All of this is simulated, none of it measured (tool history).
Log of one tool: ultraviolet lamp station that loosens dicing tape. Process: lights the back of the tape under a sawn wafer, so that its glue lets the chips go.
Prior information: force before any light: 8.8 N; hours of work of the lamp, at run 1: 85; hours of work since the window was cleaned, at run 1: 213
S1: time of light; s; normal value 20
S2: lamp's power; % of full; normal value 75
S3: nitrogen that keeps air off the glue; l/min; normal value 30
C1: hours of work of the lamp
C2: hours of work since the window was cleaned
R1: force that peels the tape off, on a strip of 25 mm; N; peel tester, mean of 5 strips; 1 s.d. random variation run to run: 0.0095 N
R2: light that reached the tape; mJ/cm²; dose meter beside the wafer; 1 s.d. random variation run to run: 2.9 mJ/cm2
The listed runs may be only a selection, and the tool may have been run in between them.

run 1 hour=0.0 | S1=20 S2=75 S3=30 | C1=85 C2=213 | R1=0.416 R2=426
run 2 hour=8.4 | S1=20 S2=75 S3=30 | C1=90 C2=218 | R1=0.407 R2=429
run 3 hour=18.1 | S1=20 S2=75 S3=30 | C1=97 C2=224 | R1=0.412 R2=428
run 4 hour=27.4 | S1=20 S2=75 S3=37 | C1=102 C2=230 | R1=0.361 R2=423
run 5 hour=37.1 | S1=20 S2=78 S3=30 | C1=109 C2=237 | R1=0.363 R2=439
run 6 hour=44.9 | S1=20 S2=75 S3=30 | C1=114 C2=241 | R1=0.398 R2=425
run 7 hour=52.4 | S1=20 S2=75 S3=30 | C1=118 C2=246 | R1=0.403 R2=415
run 8 hour=59.7 | S1=20 S2=75 S3=30 | C1=123 C2=251 | R1=0.406 R2=422
run 9 hour=67.2 | S1=20 S2=75 S3=30 | C1=128 C2=256 | R1=0.404 R2=421
run 10 hour=78.6 | S1=20 S2=75 S3=30 | C1=135 C2=263 | R1=0.416 R2=424
run 11 hour=85.7 | S1=11 S2=75 S3=30 | C1=139 C2=267 | R1=1.379 R2=233
run 12 hour=96.9 | S1=11 S2=75 S3=30 | C1=147 C2=275 | R1=1.421 R2=234
run 13 hour=108.9 | S1=20 S2=75 S3=12 | C1=154 C2=282 | R1=0.748 R2=428
run 14 hour=119.8 | S1=20 S2=75 S3=9 | C1=161 C2=289 | R1=0.897 R2=421
run 15 hour=129.1 | S1=20 S2=75 S3=30 | C1=167 C2=295 | R1=0.407 R2=418
run 16 hour=140.6 | S1=20 S2=75 S3=30 | C1=174 C2=302 | R1=0.398 R2=419
run 17 hour=149.4 | S1=20 S2=75 S3=51 | C1=180 C2=308 | R1=0.308 R2=423
run 18 hour=156.3 | S1=20 S2=75 S3=51 | C1=184 C2=312 | R1=0.302 R2=422
run 19 hour=162.8 | S1=20 S2=75 S3=51 | C1=188 C2=316 | R1=0.307 R2=426
run 20 hour=168.1 | S1=20 S2=75 S3=51 | C1=192 C2=320 | R1=0.321 R2=428
run 21 hour=177.3 | S1=20 S2=75 S3=30 | C1=198 C2=326 | R1=0.388 R2=424
run 22 hour=187.1 | S1=20 S2=75 S3=30 | C1=204 C2=332 | R1=0.408 R2=426
run 23 hour=193.3 | S1=20 S2=75 S3=21 | C1=208 C2=336 | R1=0.515 R2=424
run 24 hour=204.7 | S1=12 S2=73 S3=22 | C1=215 C2=343 | R1=1.482 R2=252
run 25 hour=217.0 | S1=20 S2=68 S3=30 | C1=223 C2=351 | R1=0.504 R2=385
run 26 hour=228.9 | S1=20 S2=70 S3=49 | C1=230 C2=358 | R1=0.375 R2=394
run 27 hour=237.6 | S1=20 S2=70 S3=49 | C1=236 C2=364 | R1=0.366 R2=398
run 28 hour=245.5 | S1=16 S2=78 S3=42 | C1=241 C2=369 | R1=0.505 R2=349
run 29 hour=252.2 | S1=11 S2=78 S3=21 | C1=245 C2=373 | R1=1.531 R2=242
run 30 hour=262.7 | S1=20 S2=70 S3=21 | C1=252 C2=380 | R1=0.577 R2=396
run 31 hour=270.7 | S1=20 S2=91 S3=48 | C1=257 C2=385 | R1=0.217 R2=512
run 32 hour=276.9 | S1=22 S2=84 S3=31 | C1=261 C2=389 | R1=0.256 R2=520
run 33 hour=283.2 | S1=22 S2=84 S3=58 | C1=265 C2=393 | R1=0.199 R2=519
run 34 hour=290.1 | S1=38 S2=75 S3=42 | C1=269 C2=397 | R1=0.151 R2=804
run 35 hour=295.8 | S1=38 S2=75 S3=42 | C1=273 C2=401 | R1=0.147 R2=803
run 36 hour=308.0 | S1=19 S2=72 S3=10 | C1=281 C2=409 | R1=1.008 R2=394
-- hour=312.1 window cleaned of glue's vapour
run 37 hour=314.0 | S1=10 S2=62 S3=56 | C1=284 C2=1 | R1=1.757 R2=174
run 38 hour=323.4 | S1=20 S2=69 S3=30 | C1=290 C2=7 | R1=0.479 R2=388
run 39 hour=329.0 | S1=20 S2=69 S3=30 | C1=294 C2=11 | R1=0.504 R2=387
run 40 hour=339.0 | S1=20 S2=69 S3=30 | C1=300 C2=17 | R1=0.487 R2=392
run 41 hour=348.7 | S1=27 S2=74 S3=30 | C1=306 C2=23 | R1=0.227 R2=565
run 42 hour=355.2 | S1=17 S2=75 S3=30 | C1=310 C2=27 | R1=0.576 R2=356
run 43 hour=365.0 | S1=17 S2=75 S3=30 | C1=317 C2=34 | R1=0.561 R2=361
run 44 hour=374.5 | S1=17 S2=75 S3=30 | C1=323 C2=40 | R1=0.579 R2=356

Entry by entry between the runs, the difference in hidden state between the last listed run before and the first listed run after:
In the gap between runs 36 and 37: window cleaned of glue's vapour (hour 312.1)
  light that the window lets through, % of a clean one's: 99.8 -> 100
  measured value less the no-hidden-state value, R2: -1 -> +0 mJ/cm²
